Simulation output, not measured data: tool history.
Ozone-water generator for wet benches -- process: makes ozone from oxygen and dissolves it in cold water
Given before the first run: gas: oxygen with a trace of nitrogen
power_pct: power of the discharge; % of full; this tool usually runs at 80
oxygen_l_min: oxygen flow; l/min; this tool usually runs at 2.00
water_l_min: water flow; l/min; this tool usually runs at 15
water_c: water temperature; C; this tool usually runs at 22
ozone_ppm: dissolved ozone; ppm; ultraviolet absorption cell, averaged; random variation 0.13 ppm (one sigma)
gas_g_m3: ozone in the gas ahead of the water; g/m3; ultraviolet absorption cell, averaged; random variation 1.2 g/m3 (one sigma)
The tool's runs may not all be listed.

{"run": 1, "day": 0.0, "power_pct": 80, "oxygen_l_min": 2.0, "water_l_min": 15, "water_c": 22, "ozone_ppm": 15.1, "gas_g_m3": 219.9}
{"run": 2, "day": 2.029, "power_pct": 80, "oxygen_l_min": 2.0, "water_l_min": 15, "water_c": 22, "ozone_ppm": 15.2, "gas_g_m3": 219.8}
{"run": 3, "day": 4.429, "power_pct": 80, "oxygen_l_min": 2.0, "water_l_min": 15, "water_c": 22, "ozone_ppm": 15.0, "gas_g_m3": 220.0}
{"run": 4, "day": 6.179, "power_pct": 80, "oxygen_l_min": 2.0, "water_l_min": 15, "water_c": 22, "ozone_ppm": 15.0, "gas_g_m3": 220.2}
{"run": 5, "day": 9.208, "power_pct": 80, "oxygen_l_min": 2.0, "water_l_min": 15, "water_c": 22, "ozone_ppm": 15.0, "gas_g_m3": 219.3}
{"run": 6, "day": 11.717, "power_pct": 80, "oxygen_l_min": 2.0, "water_l_min": 15, "water_c": 22, "ozone_ppm": 15.0, "gas_g_m3": 219.1}
{"run": 7, "day": 15.788, "power_pct": 84, "oxygen_l_min": 2.0, "water_l_min": 15, "water_c": 22, "ozone_ppm": 15.2, "gas_g_m3": 224.8}
{"run": 8, "day": 19.325, "power_pct": 80, "oxygen_l_min": 2.0, "water_l_min": 15, "water_c": 22, "ozone_ppm": 14.8, "gas_g_m3": 219.3}
{"run": 9, "day": 20.958, "power_pct": 80, "oxygen_l_min": 2.0, "water_l_min": 15, "water_c": 22, "ozone_ppm": 14.9, "gas_g_m3": 217.9}
{"run": 10, "day": 23.925, "power_pct": 80, "oxygen_l_min": 2.0, "water_l_min": 15, "water_c": 21, "ozone_ppm": 15.2, "gas_g_m3": 219.0}
{"run": 11, "day": 27.633, "power_pct": 80, "oxygen_l_min": 2.0, "water_l_min": 15, "water_c": 21, "ozone_ppm": 15.4, "gas_g_m3": 217.6}
{"run": 12, "day": 29.571, "power_pct": 80, "oxygen_l_min": 2.0, "water_l_min": 15, "water_c": 21, "ozone_ppm": 15.3, "gas_g_m3": 219.4}
{"run": 13, "day": 32.675, "power_pct": 80, "oxygen_l_min": 2.0, "water_l_min": 15, "water_c": 21, "ozone_ppm": 15.2, "gas_g_m3": 219.6}
{"run": 14, "day": 35.675, "power_pct": 80, "oxygen_l_min": 2.0, "water_l_min": 15, "water_c": 22, "ozone_ppm": 15.3, "gas_g_m3": 217.8}
{"run": 15, "day": 38.742, "power_pct": 80, "oxygen_l_min": 2.0, "water_l_min": 15, "water_c": 22, "ozone_ppm": 14.9, "gas_g_m3": 218.2}
{"run": 16, "day": 40.621, "power_pct": 80, "oxygen_l_min": 2.0, "water_l_min": 15, "water_c": 22, "ozone_ppm": 15.1, "gas_g_m3": 219.7}
{"run": 17, "day": 44.088, "power_pct": 89, "oxygen_l_min": 2.0, "water_l_min": 15, "water_c": 22, "ozone_ppm": 15.9, "gas_g_m3": 231.5}
{"run": 18, "day": 46.683, "power_pct": 61, "oxygen_l_min": 2.0, "water_l_min": 15, "water_c": 22, "ozone_ppm": 12.9, "gas_g_m3": 189.9}
{"run": 19, "day": 49.204, "power_pct": 61, "oxygen_l_min": 2.0, "water_l_min": 15, "water_c": 22, "ozone_ppm": 13.1, "gas_g_m3": 189.2}
{"run": 20, "day": 52.912, "power_pct": 61, "oxygen_l_min": 2.0, "water_l_min": 15, "water_c": 22, "ozone_ppm": 13.0, "gas_g_m3": 188.4}
{"run": 21, "day": 54.817, "power_pct": 61, "oxygen_l_min": 2.0, "water_l_min": 15, "water_c": 22, "ozone_ppm": 13.0, "gas_g_m3": 190.5}
{"run": 22, "day": 56.896, "power_pct": 80, "oxygen_l_min": 1.2, "water_l_min": 15, "water_c": 25, "ozone_ppm": 12.6, "gas_g_m3": 269.8}
{"run": 23, "day": 60.854, "power_pct": 48, "oxygen_l_min": 2.25, "water_l_min": 18, "water_c": 28, "ozone_ppm": 9.3, "gas_g_m3": 156.5}
{"day": 61.896, "done": "contactor cleaned"}
{"run": 24, "day": 63.479, "power_pct": 72, "oxygen_l_min": 1.09, "water_l_min": 15, "water_c": 22, "ozone_ppm": 11.8, "gas_g_m3": 260.6}
{"run": 25, "day": 67.254, "power_pct": 94, "oxygen_l_min": 2.25, "water_l_min": 21, "water_c": 16, "ozone_ppm": 13.4, "gas_g_m3": 228.7}
{"run": 26, "day": 71.096, "power_pct": 79, "oxygen_l_min": 2.0, "water_l_min": 20, "water_c": 22, "ozone_ppm": 11.5, "gas_g_m3": 216.3}
{"run": 27, "day": 74.55, "power_pct": 54, "oxygen_l_min": 2.0, "water_l_min": 20, "water_c": 29, "ozone_ppm": 8.7, "gas_g_m3": 175.6}
{"run": 28, "day": 76.729, "power_pct": 67, "oxygen_l_min": 1.01, "water_l_min": 15, "water_c": 22, "ozone_ppm": 10.8, "gas_g_m3": 259.7}
{"run": 29, "day": 79.508, "power_pct": 67, "oxygen_l_min": 1.01, "water_l_min": 15, "water_c": 22, "ozone_ppm": 10.8, "gas_g_m3": 258.4}
{"run": 30, "day": 81.967, "power_pct": 81, "oxygen_l_min": 2.7, "water_l_min": 15, "water_c": 22, "ozone_ppm": 16.3, "gas_g_m3": 195.2}
{"run": 31, "day": 85.517, "power_pct": 81, "oxygen_l_min": 2.7, "water_l_min": 15, "water_c": 22, "ozone_ppm": 16.4, "gas_g_m3": 196.0}
{"run": 32, "day": 89.062, "power_pct": 81, "oxygen_l_min": 2.7, "water_l_min": 15, "water_c": 22, "ozone_ppm": 16.2, "gas_g_m3": 195.0}

3 options for the next run, each taken on its own from the tool as it stands now. Forecast them:
{"run": "A", "day": 92.283, "power_pct": 81, "oxygen_l_min": 1.66, "water_l_min": 15, "water_c": 26, "ozone_ppm": "?", "gas_g_m3": "?"}
{"run": "B", "day": 92.283, "power_pct": 80, "oxygen_l_min": 2.0, "water_l_min": 19, "water_c": 22, "ozone_ppm": "?", "gas_g_m3": "?"}
{"run": "C", "day": 92.283, "power_pct": 81, "oxygen_l_min": 1.64, "water_l_min": 15, "water_c": 25, "ozone_ppm": "?", "gas_g_m3": "?"}

run=A ozone_ppm=13.6 gas_g_m3=237.3
run=B ozone_ppm=12.5 gas_g_m3=217.5
run=C ozone_ppm=13.8 gas_g_m3=240.3
Had the tool no hidden state, the same runs would have come out as:
run=A ozone_ppm=13.6 gas_g_m3=237.9
run=B ozone_ppm=12.5 gas_g_m3=218.0
run=C ozone_ppm=13.8 gas_g_m3=240.9
